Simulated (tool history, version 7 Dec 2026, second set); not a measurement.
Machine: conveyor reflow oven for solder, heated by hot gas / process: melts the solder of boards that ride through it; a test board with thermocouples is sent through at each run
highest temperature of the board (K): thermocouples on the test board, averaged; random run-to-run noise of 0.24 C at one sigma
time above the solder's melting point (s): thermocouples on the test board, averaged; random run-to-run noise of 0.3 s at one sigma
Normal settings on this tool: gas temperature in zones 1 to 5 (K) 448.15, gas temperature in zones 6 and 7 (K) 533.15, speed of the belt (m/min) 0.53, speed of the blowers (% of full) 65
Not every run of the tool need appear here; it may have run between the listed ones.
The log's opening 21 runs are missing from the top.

| run | hour | gas temperature in zones 1 to 5 (K) | gas temperature in zones 6 and 7 (K) | speed of the belt (m/min) | speed of the blowers (% of full) | hours of work since the flux was cleaned out | hours of work since the belt drive was overhauled | hours of work since the thermocouples were changed | highest temperature of the board (K) | time above the solder's melting point (s) |
|---|---|---|---|---|---|---|---|---|---|---|
| 22 | 402.8 | 448.15 | 522.15 | 0.539 | 54 | 435 | 890 | 662 | 505.55 | 39.7 |
|  | 423.5 | flux residue cleaned out of gas plates and filters |
| 23 | 432.5 | 448.15 | 522.15 | 0.539 | 54 | 7 | 908 | 681 | 507.55 | 45.4 |
| 24 | 453.1 | 448.15 | 522.15 | 0.539 | 54 | 23 | 924 | 697 | 507.35 | 45.9 |
| 25 | 466 | 448.15 | 522.15 | 0.539 | 54 | 32 | 934 | 707 | 507.45 | 45.5 |
| 26 | 484.2 | 448.15 | 538.15 | 0.444 | 53 | 46 | 948 | 721 | 527.15 | 84.9 |
| 27 | 508.9 | 450.15 | 522.15 | 0.444 | 53 | 65 | 967 | 740 | 513.25 | 69.8 |
| 28 | 536 | 458.15 | 523.15 | 0.444 | 53 | 86 | 987 | 760 | 515.75 | 77.6 |
| 29 | 550.1 | 458.15 | 523.15 | 0.444 | 53 | 96 | 998 | 771 | 514.95 | 77.5 |
| 30 | 570.9 | 458.15 | 533.15 | 0.53 | 69 | 112 | 1014 | 787 | 521.65 | 70.8 |

Consider 3 possible next runs. They are alternatives, not a sequence: every one starts from the tool as it was left by run 30. What does each give?
| A | 586.8 | 448.15 | 533.15 | 0.538 | 65 | 124 | 1026 | 799 | ? | ? |
| B | 586.8 | 436.15 | 533.15 | 0.467 | 89 | 124 | 1026 | 799 | ? | ? |
| C | 586.8 | 448.15 | 541.15 | 0.53 | 56 | 124 | 1026 | 799 | ? | ? |

| run | highest temperature of the board (K) | time above the solder's melting point (s) |
|---|---|---|
| A | 518.65 | 60.4 |
| B | 524.35 | 74.4 |
| C | 523.95 | 66.8 |
Without the tool's hidden state the same runs would have given:
| run | highest temperature of the board (K) | time above the solder's melting point (s) |
|---|---|---|
| A | 516.15 | 57.3 |
| B | 521.75 | 71.3 |
| C | 521.45 | 63.8 |

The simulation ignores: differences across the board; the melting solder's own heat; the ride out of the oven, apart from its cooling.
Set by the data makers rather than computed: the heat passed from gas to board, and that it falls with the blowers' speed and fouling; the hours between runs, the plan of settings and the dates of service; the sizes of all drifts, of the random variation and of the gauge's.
